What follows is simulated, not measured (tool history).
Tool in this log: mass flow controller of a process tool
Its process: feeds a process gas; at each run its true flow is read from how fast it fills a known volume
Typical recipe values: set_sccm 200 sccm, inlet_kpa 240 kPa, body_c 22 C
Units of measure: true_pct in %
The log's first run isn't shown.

run      day  set_sccm  inlet_kpa  body_c  true_pct
  2    5.517       200        240      20    101.05
  3   14.504       200        176      22    101.21
  4   22.150       200        174      22    101.26
  5   28.821       200        240      34    102.02
  6   34.146       200        240      34    102.04
  7   42.896       200        240      22    101.42
  8   52.233       200        240      22    101.48
  9   59.900       200        240      36    102.31
      67.012  -- controller's zero set anew
 10   67.262       200        240      36    101.47
 11   75.225       206        240      22    100.71
 12   82.154       206        240      22    100.83
 13   89.412       200        240      22    100.84
 14   98.292       200        240      22    101.00
 15  107.192       200        240      22    101.02
 16  112.925       200        240      22    100.97
 17  119.250       200        181      22    101.09
 18  128.379       419        240      32    101.80
 19  136.525       419        240      32    102.04
 20  143.533       200        180      22    101.22
 21  151.308       480        240      22    101.47
 22  155.904       102        240      34    102.23

Forecast run 23:
 23  162.400       140        207      26         ?

true_pct: 101.61 %
On a tool with no hidden condition, and with the same random variation, this run would have come out at true_pct 99.62 %.

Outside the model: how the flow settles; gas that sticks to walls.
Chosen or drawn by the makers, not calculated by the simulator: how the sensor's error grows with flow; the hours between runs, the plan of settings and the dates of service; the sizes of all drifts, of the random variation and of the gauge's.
